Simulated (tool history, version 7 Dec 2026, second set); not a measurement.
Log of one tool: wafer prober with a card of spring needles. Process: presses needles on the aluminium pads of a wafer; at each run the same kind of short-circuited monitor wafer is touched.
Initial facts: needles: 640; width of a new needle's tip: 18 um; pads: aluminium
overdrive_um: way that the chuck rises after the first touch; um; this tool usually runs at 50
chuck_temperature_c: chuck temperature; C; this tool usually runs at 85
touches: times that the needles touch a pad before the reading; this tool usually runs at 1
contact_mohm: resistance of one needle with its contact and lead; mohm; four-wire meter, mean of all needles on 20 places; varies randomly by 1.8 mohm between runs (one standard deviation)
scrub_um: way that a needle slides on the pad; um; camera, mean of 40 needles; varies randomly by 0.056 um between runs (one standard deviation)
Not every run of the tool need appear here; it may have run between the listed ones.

{"run": 1, "hour": 0.0, "overdrive_um": 50, "chuck_temperature_c": 85, "touches": 1, "contact_mohm": 190, "scrub_um": 13.67}
{"hour": 4.5, "done": "tips cleaned on abrasive film"}
{"hour": 31.0, "done": "tips cleaned on abrasive film"}
{"run": 2, "hour": 47.4, "overdrive_um": 50, "chuck_temperature_c": 85, "touches": 1, "contact_mohm": 192, "scrub_um": 13.67}
{"hour": 56.7, "done": "tips cleaned on abrasive film"}
{"hour": 83.6, "done": "tips cleaned on abrasive film"}
{"hour": 110.3, "done": "tips cleaned on abrasive film"}
{"run": 3, "hour": 114.2, "overdrive_um": 50, "chuck_temperature_c": 85, "touches": 1, "contact_mohm": 192, "scrub_um": 13.62}
{"hour": 133.7, "done": "tips cleaned on abrasive film"}
{"hour": 157.5, "done": "tips cleaned on abrasive film"}
{"run": 4, "hour": 161.5, "overdrive_um": 50, "chuck_temperature_c": 85, "touches": 2, "contact_mohm": 189, "scrub_um": 13.57}
{"hour": 182.8, "done": "tips cleaned on abrasive film"}
{"hour": 206.7, "done": "tips cleaned on abrasive film"}
{"run": 5, "hour": 225.3, "overdrive_um": 50, "chuck_temperature_c": 85, "touches": 2, "contact_mohm": 194, "scrub_um": 13.59}
{"hour": 231.1, "done": "tips cleaned on abrasive film"}
{"hour": 259.6, "done": "tips cleaned on abrasive film"}
{"hour": 259.9, "done": "height of the first contact set anew"}
{"hour": 285.2, "done": "tips cleaned on abrasive film"}
{"run": 6, "hour": 303.6, "overdrive_um": 50, "chuck_temperature_c": 85, "touches": 2, "contact_mohm": 192, "scrub_um": 13.61}
{"hour": 312.3, "done": "tips cleaned on abrasive film"}
{"hour": 335.9, "done": "tips cleaned on abrasive film"}
{"run": 7, "hour": 355.2, "overdrive_um": 50, "chuck_temperature_c": 85, "touches": 2, "contact_mohm": 191, "scrub_um": 13.64}
{"hour": 360.2, "done": "tips cleaned on abrasive film"}
{"hour": 384.6, "done": "tips cleaned on abrasive film"}
{"hour": 410.1, "done": "tips cleaned on abrasive film"}
{"run": 8, "hour": 422.6, "overdrive_um": 50, "chuck_temperature_c": 85, "touches": 1, "contact_mohm": 194, "scrub_um": 13.58}
{"hour": 436.7, "done": "tips cleaned on abrasive film"}
{"hour": 463.5, "done": "tips cleaned on abrasive film"}
{"run": 9, "hour": 483.0, "overdrive_um": 50, "chuck_temperature_c": 85, "touches": 1, "contact_mohm": 194, "scrub_um": 13.61}
{"hour": 488.9, "done": "tips cleaned on abrasive film"}
{"hour": 512.5, "done": "tips cleaned on abrasive film"}
{"hour": 540.3, "done": "tips cleaned on abrasive film"}
{"run": 10, "hour": 545.3, "overdrive_um": 50, "chuck_temperature_c": 85, "touches": 1, "contact_mohm": 193, "scrub_um": 13.49}
{"hour": 565.3, "done": "tips cleaned on abrasive film"}
{"hour": 591.8, "done": "tips cleaned on abrasive film"}
{"run": 11, "hour": 592.3, "overdrive_um": 50, "chuck_temperature_c": 85, "touches": 1, "contact_mohm": 187, "scrub_um": 13.51}
{"hour": 616.6, "done": "tips cleaned on abrasive film"}
{"run": 12, "hour": 628.5, "overdrive_um": 50, "chuck_temperature_c": 85, "touches": 1, "contact_mohm": 191, "scrub_um": 13.58}
{"hour": 643.5, "done": "tips cleaned on abrasive film"}
{"hour": 668.0, "done": "tips cleaned on abrasive film"}
{"run": 13, "hour": 668.2, "overdrive_um": 50, "chuck_temperature_c": 85, "touches": 1, "contact_mohm": 190, "scrub_um": 13.48}
{"hour": 692.8, "done": "tips cleaned on abrasive film"}
{"hour": 720.5, "done": "tips cleaned on abrasive film"}
{"run": 14, "hour": 732.3, "overdrive_um": 50, "chuck_temperature_c": 85, "touches": 2, "contact_mohm": 191, "scrub_um": 13.57}
{"hour": 743.6, "done": "tips cleaned on abrasive film"}
{"hour": 769.6, "done": "tips cleaned on abrasive film"}
{"run": 15, "hour": 782.2, "overdrive_um": 50, "chuck_temperature_c": 65, "touches": 3, "contact_mohm": 186, "scrub_um": 13.59}
{"hour": 793.7, "done": "tips cleaned on abrasive film"}
{"run": 16, "hour": 816.3, "overdrive_um": 50, "chuck_temperature_c": 91, "touches": 2, "contact_mohm": 191, "scrub_um": 13.49}
{"hour": 821.1, "done": "tips cleaned on abrasive film"}
{"hour": 831.8, "done": "height of the first contact set anew"}
{"hour": 847.6, "done": "tips cleaned on abrasive film"}
{"run": 17, "hour": 864.1, "overdrive_um": 50, "chuck_temperature_c": 91, "touches": 2, "contact_mohm": 192, "scrub_um": 13.48}
{"hour": 875.6, "done": "tips cleaned on abrasive film"}
{"hour": 903.2, "done": "tips cleaned on abrasive film"}
{"hour": 928.5, "done": "tips cleaned on abrasive film"}
{"run": 18, "hour": 930.2, "overdrive_um": 43, "chuck_temperature_c": 59, "touches": 3, "contact_mohm": 192, "scrub_um": 11.71}
{"hour": 952.2, "done": "tips cleaned on abrasive film"}
{"hour": 976.9, "done": "tips cleaned on abrasive film"}
{"run": 19, "hour": 980.7, "overdrive_um": 47, "chuck_temperature_c": 48, "touches": 1, "contact_mohm": 182, "scrub_um": 12.63}
{"hour": 1005.0, "done": "tips cleaned on abrasive film"}
{"hour": 1029.8, "done": "tips cleaned on abrasive film"}
{"run": 20, "hour": 1052.3, "overdrive_um": 70, "chuck_temperature_c": 78, "touches": 2, "contact_mohm": 180, "scrub_um": 18.95}
{"hour": 1058.2, "done": "tips cleaned on abrasive film"}
{"hour": 1084.8, "done": "tips cleaned on abrasive film"}
{"run": 21, "hour": 1093.3, "overdrive_um": 40, "chuck_temperature_c": 81, "touches": 1, "contact_mohm": 199, "scrub_um": 10.75}
{"hour": 1111.8, "done": "tips cleaned on abrasive film"}
{"hour": 1137.9, "done": "tips cleaned on abrasive film"}
{"run": 22, "hour": 1157.9, "overdrive_um": 69, "chuck_temperature_c": 38, "touches": 1, "contact_mohm": 172, "scrub_um": 18.68}
{"hour": 1163.7, "done": "tips cleaned on abrasive film"}
{"hour": 1191.3, "done": "tips cleaned on abrasive film"}
{"run": 23, "hour": 1207.0, "overdrive_um": 69, "chuck_temperature_c": 38, "touches": 1, "contact_mohm": 170, "scrub_um": 18.58}
{"hour": 1216.7, "done": "tips cleaned on abrasive film"}
{"hour": 1241.3, "done": "tips cleaned on abrasive film"}
{"run": 24, "hour": 1262.3, "overdrive_um": 69, "chuck_temperature_c": 38, "touches": 1, "contact_mohm": 174, "scrub_um": 18.59}
{"hour": 1268.1, "done": "tips cleaned on abrasive film"}
{"hour": 1295.7, "done": "tips cleaned on abrasive film"}
{"run": 25, "hour": 1307.4, "overdrive_um": 32, "chuck_temperature_c": 46, "touches": 1, "contact_mohm": 202, "scrub_um": 8.62}
{"hour": 1322.1, "done": "tips cleaned on abrasive film"}
{"hour": 1350.2, "done": "tips cleaned on abrasive film"}
{"hour": 1376.5, "done": "tips cleaned on abrasive film"}
{"run": 26, "hour": 1380.0, "overdrive_um": 32, "chuck_temperature_c": 46, "touches": 1, "contact_mohm": 200, "scrub_um": 8.62}
{"hour": 1402.2, "done": "tips cleaned on abrasive film"}
{"hour": 1402.5, "done": "height of the first contact set anew"}
{"hour": 1426.4, "done": "tips cleaned on abrasive film"}
{"hour": 1453.1, "done": "tips cleaned on abrasive film"}
{"run": 27, "hour": 1456.7, "overdrive_um": 32, "chuck_temperature_c": 46, "touches": 1, "contact_mohm": 200, "scrub_um": 8.62}
{"hour": 1478.5, "done": "tips cleaned on abrasive film"}
{"run": 28, "hour": 1496.4, "overdrive_um": 41, "chuck_temperature_c": 61, "touches": 2, "contact_mohm": 191, "scrub_um": 10.97}

Below are 5 alternative next runs, each starting from the tool's condition after run 28. Predict each:
{"hour": 1502.3, "done": "tips cleaned on abrasive film"}
{"hour": 1526.6, "done": "tips cleaned on abrasive film"}
{"hour": 1549.7, "done": "tips cleaned on abrasive film"}
{"run": "A", "hour": 1565.6, "overdrive_um": 61, "chuck_temperature_c": 67, "touches": 1, "contact_mohm": "?", "scrub_um": "?"}
{"hour": 1502.3, "done": "tips cleaned on abrasive film"}
{"hour": 1526.6, "done": "tips cleaned on abrasive film"}
{"hour": 1549.7, "done": "tips cleaned on abrasive film"}
{"run": "B", "hour": 1565.6, "overdrive_um": 61, "chuck_temperature_c": 63, "touches": 2, "contact_mohm": "?", "scrub_um": "?"}
{"hour": 1502.3, "done": "tips cleaned on abrasive film"}
{"hour": 1526.6, "done": "tips cleaned on abrasive film"}
{"hour": 1549.7, "done": "tips cleaned on abrasive film"}
{"run": "C", "hour": 1565.6, "overdrive_um": 32, "chuck_temperature_c": 55, "touches": 2, "contact_mohm": "?", "scrub_um": "?"}
{"hour": 1502.3, "done": "tips cleaned on abrasive film"}
{"hour": 1526.6, "done": "tips cleaned on abrasive film"}
{"hour": 1549.7, "done": "tips cleaned on abrasive film"}
{"run": "D", "hour": 1565.6, "overdrive_um": 41, "chuck_temperature_c": 61, "touches": 2, "contact_mohm": "?", "scrub_um": "?"}
{"hour": 1502.3, "done": "tips cleaned on abrasive film"}
{"hour": 1526.6, "done": "tips cleaned on abrasive film"}
{"hour": 1549.7, "done": "tips cleaned on abrasive film"}
{"run": "E", "hour": 1565.6, "overdrive_um": 41, "chuck_temperature_c": 82, "touches": 2, "contact_mohm": "?", "scrub_um": "?"}

run=A contact_mohm=182 scrub_um=16.31
run=B contact_mohm=180 scrub_um=16.34
run=C contact_mohm=203 scrub_um=8.61
run=D contact_mohm=194 scrub_um=11.01
run=E contact_mohm=200 scrub_um=11.05
The same runs, with their run-to-run variation unchanged, on a tool lacking any hidden condition would have given:
run=A contact_mohm=182 scrub_um=16.62
run=B contact_mohm=180 scrub_um=16.65
run=C contact_mohm=202 scrub_um=8.77
run=D contact_mohm=194 scrub_um=11.22
run=E contact_mohm=200 scrub_um=11.26

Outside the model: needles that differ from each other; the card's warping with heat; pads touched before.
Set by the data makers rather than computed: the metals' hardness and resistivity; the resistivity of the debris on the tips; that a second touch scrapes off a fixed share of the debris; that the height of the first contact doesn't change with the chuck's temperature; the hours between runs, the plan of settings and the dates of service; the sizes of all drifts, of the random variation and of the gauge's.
